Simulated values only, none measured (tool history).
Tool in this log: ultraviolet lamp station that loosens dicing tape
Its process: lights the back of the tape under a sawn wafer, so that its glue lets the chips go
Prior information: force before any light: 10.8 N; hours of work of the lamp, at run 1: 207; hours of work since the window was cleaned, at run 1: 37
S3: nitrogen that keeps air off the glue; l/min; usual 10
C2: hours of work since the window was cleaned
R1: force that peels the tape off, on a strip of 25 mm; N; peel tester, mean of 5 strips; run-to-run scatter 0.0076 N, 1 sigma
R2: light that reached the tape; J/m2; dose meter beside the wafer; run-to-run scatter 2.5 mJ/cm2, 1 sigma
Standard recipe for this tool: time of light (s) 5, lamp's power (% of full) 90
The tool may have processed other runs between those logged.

{"run": 1, "hour": 0.0, "time of light (s)": 5, "lamp's power (% of full)": 90, "S3": 10, "hours of work of the lamp": 207, "C2": 37, "R1": 0.279, "R2": 3110}
{"run": 2, "hour": 16.5, "time of light (s)": 5, "lamp's power (% of full)": 90, "S3": 10, "hours of work of the lamp": 216, "C2": 45, "R1": 0.283, "R2": 3130}
{"run": 3, "hour": 29.9, "time of light (s)": 5, "lamp's power (% of full)": 90, "S3": 10, "hours of work of the lamp": 223, "C2": 53, "R1": 0.283, "R2": 3170}
{"run": 4, "hour": 44.9, "time of light (s)": 5, "lamp's power (% of full)": 90, "S3": 10, "hours of work of the lamp": 231, "C2": 60, "R1": 0.28, "R2": 3200}
{"run": 5, "hour": 53.4, "time of light (s)": 5, "lamp's power (% of full)": 90, "S3": 10, "hours of work of the lamp": 236, "C2": 65, "R1": 0.285, "R2": 3150}
{"run": 6, "hour": 63.0, "time of light (s)": 5, "lamp's power (% of full)": 90, "S3": 10, "hours of work of the lamp": 241, "C2": 70, "R1": 0.296, "R2": 3110}
{"run": 7, "hour": 73.2, "time of light (s)": 5, "lamp's power (% of full)": 90, "S3": 10, "hours of work of the lamp": 246, "C2": 75, "R1": 0.297, "R2": 3150}
{"run": 8, "hour": 85.0, "time of light (s)": 5, "lamp's power (% of full)": 90, "S3": 10, "hours of work of the lamp": 252, "C2": 82, "R1": 0.292, "R2": 3090}
{"run": 9, "hour": 94.3, "time of light (s)": 5, "lamp's power (% of full)": 90, "S3": 10, "hours of work of the lamp": 257, "C2": 86, "R1": 0.29, "R2": 3100}
{"run": 10, "hour": 111.4, "time of light (s)": 5, "lamp's power (% of full)": 90, "S3": 10, "hours of work of the lamp": 266, "C2": 95, "R1": 0.291, "R2": 3110}
{"run": 11, "hour": 129.2, "time of light (s)": 5, "lamp's power (% of full)": 90, "S3": 5, "hours of work of the lamp": 276, "C2": 105, "R1": 0.477, "R2": 3160}
{"run": 12, "hour": 137.4, "time of light (s)": 5, "lamp's power (% of full)": 90, "S3": 5, "hours of work of the lamp": 280, "C2": 109, "R1": 0.489, "R2": 3140}
{"run": 13, "hour": 155.1, "time of light (s)": 5, "lamp's power (% of full)": 91, "S3": 11, "hours of work of the lamp": 289, "C2": 119, "R1": 0.268, "R2": 3170}
{"run": 14, "hour": 168.8, "time of light (s)": 5, "lamp's power (% of full)": 91, "S3": 11, "hours of work of the lamp": 296, "C2": 126, "R1": 0.263, "R2": 3190}
{"run": 15, "hour": 181.8, "time of light (s)": 5, "lamp's power (% of full)": 91, "S3": 11, "hours of work of the lamp": 303, "C2": 133, "R1": 0.266, "R2": 3160}
{"run": 16, "hour": 195.2, "time of light (s)": 5, "lamp's power (% of full)": 91, "S3": 11, "hours of work of the lamp": 310, "C2": 140, "R1": 0.255, "R2": 3200}
{"run": 17, "hour": 203.1, "time of light (s)": 3, "lamp's power (% of full)": 63, "S3": 7, "hours of work of the lamp": 314, "C2": 144, "R1": 2.061, "R2": 1310}

Run 18 has not been measured yet. What should we expect?
{"run": 18, "hour": 211.2, "time of light (s)": 3, "lamp's power (% of full)": 63, "S3": 7, "hours of work of the lamp": 319, "C2": 148, "R1": "?", "R2": "?"}

R1: 2.076 N
R2: 1310 J/m2
With no hidden state in the tool, this same run would have given R1 2.07 N, R2 1310 J/m2.
